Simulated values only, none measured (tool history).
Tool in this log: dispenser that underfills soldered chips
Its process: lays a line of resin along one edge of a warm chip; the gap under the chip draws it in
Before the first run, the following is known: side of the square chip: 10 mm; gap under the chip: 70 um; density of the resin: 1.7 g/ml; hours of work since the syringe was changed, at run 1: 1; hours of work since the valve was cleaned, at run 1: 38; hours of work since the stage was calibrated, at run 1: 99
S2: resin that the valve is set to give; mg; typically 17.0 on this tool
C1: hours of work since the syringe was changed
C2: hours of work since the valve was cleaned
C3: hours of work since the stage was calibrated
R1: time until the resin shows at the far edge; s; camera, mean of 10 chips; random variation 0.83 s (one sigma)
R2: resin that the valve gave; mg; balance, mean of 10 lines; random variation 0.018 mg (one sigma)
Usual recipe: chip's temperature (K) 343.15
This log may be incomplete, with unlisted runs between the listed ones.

Run 1, hour 0.0: usual settings; C1 1; C2 38; C3 99. Result: R1 93.1 s, R2 16.79 mg.
Run 2, hour 2.0: usual settings but chip's temperature (K) 353.15; C1 3; C2 40; C3 101. Result: R1 61.4 s, R2 16.79 mg.
Run 3, hour 4.1: usual settings; C1 5; C2 42; C3 102. Result: R1 115.8 s, R2 16.80 mg.
At hour 5.8: new syringe of resin.
Run 4, hour 7.5: usual settings; C1 1; C2 44; C3 105. Result: R1 89.8 s, R2 16.78 mg.
Run 5, hour 10.6: usual settings; C1 4; C2 46; C3 107. Result: R1 106.1 s, R2 16.76 mg.
At hour 13.2: dispensing valve cleaned and set on the balance.
At hour 14.4: new syringe of resin.
Run 6, hour 15.8: usual settings; C1 1; C2 2; C3 110. Result: R1 88.1 s, R2 17.01 mg.
Run 7, hour 19.7: usual settings but S2 15.5 mg; C1 4; C2 5; C3 113. Result: R1 112.5 s, R2 15.52 mg.
At hour 22.2: new syringe of resin.
Run 8, hour 22.9: usual settings but chip's temperature (K) 334.15; C1 1; C2 7; C3 115. Result: R1 139.9 s, R2 16.98 mg.
Run 9, hour 25.9: usual settings but chip's temperature (K) 334.15; C1 3; C2 9; C3 117. Result: R1 160.3 s, R2 16.97 mg.
Run 10, hour 28.6: usual settings but chip's temperature (K) 334.15; C1 5; C2 11; C3 119. Result: R1 195.8 s, R2 16.96 mg.
At hour 30.0: new syringe of resin.
Run 11, hour 31.2: usual settings but chip's temperature (K) 334.15; C1 1; C2 13; C3 121. Result: R1 145.5 s, R2 16.94 mg.
Run 12, hour 35.0: usual settings but chip's temperature (K) 350.15, S2 14.9 mg; C1 4; C2 16; C3 124. Result: R1 78.8 s, R2 14.86 mg.
At hour 37.6: new syringe of resin.
Run 13, hour 37.7: usual settings but chip's temperature (K) 336.15; C1 0; C2 18; C3 126. Result: R1 121.8 s, R2 16.94 mg.
Run 14, hour 41.1: usual settings but chip's temperature (K) 336.15; C1 3; C2 20; C3 128. Result: R1 149.5 s, R2 16.91 mg.
Run 15, hour 44.8: usual settings but chip's temperature (K) 330.15, S2 18.4 mg; C1 5; C2 23; C3 131. Result: R1 251.6 s, R2 18.31 mg.
At hour 45.4: new syringe of resin.
Run 16, hour 49.2: usual settings but chip's temperature (K) 336.15, S2 15.9 mg; C1 3; C2 26; C3 134. Result: R1 151.5 s, R2 15.77 mg.
Run 17, hour 51.9: usual settings but chip's temperature (K) 336.15, S2 17.4 mg; C1 5; C2 28; C3 136. Result: R1 174.4 s, R2 17.26 mg.
At hour 53.2: new syringe of resin.
Run 18, hour 56.3: usual settings but chip's temperature (K) 336.15, S2 17.4 mg; C1 2; C2 31; C3 139. Result: R1 143.7 s, R2 17.23 mg.
Run 19, hour 58.3: usual settings but chip's temperature (K) 354.15, S2 16.8 mg; C1 4; C2 33; C3 141. Result: R1 62.9 s, R2 16.66 mg.

Forecast run 20:
At hour 60.8: new syringe of resin.
Run 20, hour 62.6: usual settings but chip's temperature (K) 354.15, S2 16.8 mg; C1 1; C2 36; C3 144. Result: R1 ?, R2 ?.

{"run 20": {"R1": 52.0, "R2": 16.63}}
Minus the tool's unlogged condition, the same run would have read R1 44.0 s, R2 16.80 mg.
